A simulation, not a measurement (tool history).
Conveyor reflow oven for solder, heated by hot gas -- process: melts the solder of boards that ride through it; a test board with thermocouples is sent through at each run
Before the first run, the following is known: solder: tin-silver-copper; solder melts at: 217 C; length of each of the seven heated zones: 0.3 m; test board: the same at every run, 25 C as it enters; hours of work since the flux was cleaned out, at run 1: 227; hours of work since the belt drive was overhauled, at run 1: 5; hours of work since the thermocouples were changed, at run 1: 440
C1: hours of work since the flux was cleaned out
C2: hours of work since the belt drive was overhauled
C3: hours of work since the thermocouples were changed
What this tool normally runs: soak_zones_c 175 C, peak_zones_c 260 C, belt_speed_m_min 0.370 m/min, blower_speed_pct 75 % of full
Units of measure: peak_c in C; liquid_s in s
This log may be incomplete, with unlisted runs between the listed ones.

run 1 day=0.000 | soak_zones_c=175 peak_zones_c=260 belt_speed_m_min=0.370 blower_speed_pct=75 | C1=227 C2=5 C3=440 | peak_c=248.6 liquid_s=72.3
run 2 day=0.262 | soak_zones_c=175 peak_zones_c=260 belt_speed_m_min=0.370 blower_speed_pct=75 | C1=230 C2=8 C3=443 | peak_c=248.9 liquid_s=72.0
run 3 day=0.542 | soak_zones_c=175 peak_zones_c=260 belt_speed_m_min=0.370 blower_speed_pct=75 | C1=234 C2=12 C3=447 | peak_c=248.7 liquid_s=72.1
run 4 day=0.792 | soak_zones_c=175 peak_zones_c=260 belt_speed_m_min=0.370 blower_speed_pct=75 | C1=237 C2=15 C3=450 | peak_c=248.7 liquid_s=72.0
run 5 day=1.033 | soak_zones_c=175 peak_zones_c=260 belt_speed_m_min=0.370 blower_speed_pct=75 | C1=240 C2=18 C3=453 | peak_c=248.7 liquid_s=71.9
run 6 day=1.354 | soak_zones_c=175 peak_zones_c=260 belt_speed_m_min=0.370 blower_speed_pct=86 | C1=244 C2=22 C3=457 | peak_c=250.0 liquid_s=74.2
run 7 day=1.600 | soak_zones_c=175 peak_zones_c=260 belt_speed_m_min=0.370 blower_speed_pct=86 | C1=247 C2=25 C3=460 | peak_c=250.1 liquid_s=74.4
run 8 day=1.908 | soak_zones_c=175 peak_zones_c=260 belt_speed_m_min=0.370 blower_speed_pct=86 | C1=251 C2=29 C3=464 | peak_c=250.6 liquid_s=74.3
run 9 day=2.088 | soak_zones_c=162 peak_zones_c=260 belt_speed_m_min=0.370 blower_speed_pct=86 | C1=253 C2=31 C3=466 | peak_c=248.8 liquid_s=67.3
run 10 day=2.433 | soak_zones_c=175 peak_zones_c=260 belt_speed_m_min=0.370 blower_speed_pct=75 | C1=258 C2=36 C3=471 | peak_c=248.7 liquid_s=72.0
run 11 day=2.817 | soak_zones_c=175 peak_zones_c=260 belt_speed_m_min=0.370 blower_speed_pct=75 | C1=262 C2=41 C3=476 | peak_c=248.6 liquid_s=71.7
run 12 day=3.092 | soak_zones_c=167 peak_zones_c=260 belt_speed_m_min=0.370 blower_speed_pct=75 | C1=266 C2=44 C3=479 | peak_c=247.5 liquid_s=67.1
run 13 day=3.350 | soak_zones_c=175 peak_zones_c=260 belt_speed_m_min=0.370 blower_speed_pct=75 | C1=269 C2=47 C3=482 | peak_c=248.5 liquid_s=71.6
run 14 day=3.733 | soak_zones_c=175 peak_zones_c=260 belt_speed_m_min=0.370 blower_speed_pct=75 | C1=274 C2=52 C3=487 | peak_c=248.5 liquid_s=71.7
run 15 day=4.054 | soak_zones_c=175 peak_zones_c=260 belt_speed_m_min=0.370 blower_speed_pct=75 | C1=278 C2=56 C3=491 | peak_c=248.5 liquid_s=71.9
run 16 day=4.438 | soak_zones_c=175 peak_zones_c=260 belt_speed_m_min=0.370 blower_speed_pct=75 | C1=283 C2=61 C3=496 | peak_c=248.4 liquid_s=71.6
run 17 day=4.825 | soak_zones_c=167 peak_zones_c=252 belt_speed_m_min=0.345 blower_speed_pct=65 | C1=288 C2=66 C3=501 | peak_c=240.0 liquid_s=63.2
run 18 day=5.012 | soak_zones_c=172 peak_zones_c=250 belt_speed_m_min=0.370 blower_speed_pct=75 | C1=290 C2=69 C3=503 | peak_c=238.8 liquid_s=60.0
run 19 day=5.388 | soak_zones_c=175 peak_zones_c=249 belt_speed_m_min=0.370 blower_speed_pct=75 | C1=295 C2=73 C3=508 | peak_c=238.4 liquid_s=60.7
run 20 day=5.692 | soak_zones_c=175 peak_zones_c=249 belt_speed_m_min=0.370 blower_speed_pct=75 | C1=299 C2=77 C3=512 | peak_c=238.5 liquid_s=60.6
run 21 day=6.033 | soak_zones_c=170 peak_zones_c=254 belt_speed_m_min=0.370 blower_speed_pct=75 | C1=303 C2=82 C3=516 | peak_c=242.0 liquid_s=62.9
run 22 day=6.304 | soak_zones_c=175 peak_zones_c=260 belt_speed_m_min=0.336 blower_speed_pct=59 | C1=307 C2=85 C3=520 | peak_c=248.0 liquid_s=78.0
run 23 day=6.658 | soak_zones_c=175 peak_zones_c=260 belt_speed_m_min=0.336 blower_speed_pct=59 | C1=311 C2=90 C3=524 | peak_c=247.8 liquid_s=78.1
run 24 day=6.867 | soak_zones_c=175 peak_zones_c=260 belt_speed_m_min=0.336 blower_speed_pct=59 | C1=314 C2=92 C3=527 | peak_c=247.8 liquid_s=77.8
run 25 day=7.154 | soak_zones_c=188 peak_zones_c=259 belt_speed_m_min=0.370 blower_speed_pct=75 | C1=318 C2=96 C3=531 | peak_c=249.1 liquid_s=79.1
run 26 day=7.392 | soak_zones_c=188 peak_zones_c=259 belt_speed_m_min=0.370 blower_speed_pct=66 | C1=321 C2=99 C3=534 | peak_c=247.6 liquid_s=77.5
run 27 day=7.767 | soak_zones_c=169 peak_zones_c=263 belt_speed_m_min=0.383 blower_speed_pct=50 | C1=326 C2=104 C3=539 | peak_c=243.3 liquid_s=57.6
run 28 day=7.938 | soak_zones_c=163 peak_zones_c=259 belt_speed_m_min=0.389 blower_speed_pct=50 | C1=328 C2=106 C3=541 | peak_c=238.0 liquid_s=47.3
run 29 day=8.125 | soak_zones_c=186 peak_zones_c=259 belt_speed_m_min=0.389 blower_speed_pct=50 | C1=330 C2=108 C3=543 | peak_c=242.6 liquid_s=64.5
-- day=8.425 flux residue cleaned out of gas plates and filters
run 30 day=8.642 | soak_zones_c=186 peak_zones_c=259 belt_speed_m_min=0.389 blower_speed_pct=50 | C1=3 C2=112 C3=547 | peak_c=244.3 liquid_s=67.1

Forecast each of these 4 alternatives for the next run:
run A day=8.925 | soak_zones_c=188 peak_zones_c=259 belt_speed_m_min=0.389 blower_speed_pct=59 | C1=6 C2=116 C3=551 | peak_c=? liquid_s=?
run B day=8.925 | soak_zones_c=175 peak_zones_c=255 belt_speed_m_min=0.362 blower_speed_pct=87 | C1=6 C2=116 C3=551 | peak_c=? liquid_s=?
run C day=8.925 | soak_zones_c=165 peak_zones_c=260 belt_speed_m_min=0.333 blower_speed_pct=86 | C1=6 C2=116 C3=551 | peak_c=? liquid_s=?
run D day=8.925 | soak_zones_c=176 peak_zones_c=260 belt_speed_m_min=0.370 blower_speed_pct=82 | C1=6 C2=116 C3=551 | peak_c=? liquid_s=?

run=A peak_c=246.9 liquid_s=72.0
run=B peak_c=247.3 liquid_s=74.9
run=C peak_c=252.7 liquid_s=82.7
run=D peak_c=250.8 liquid_s=75.9
The same runs, with their run-to-run variation unchanged, on a tool lacking any hidden condition would have given:
run=A peak_c=247.7 liquid_s=72.6
run=B peak_c=248.2 liquid_s=75.6
run=C peak_c=253.6 liquid_s=83.3
run=D peak_c=251.7 liquid_s=76.4
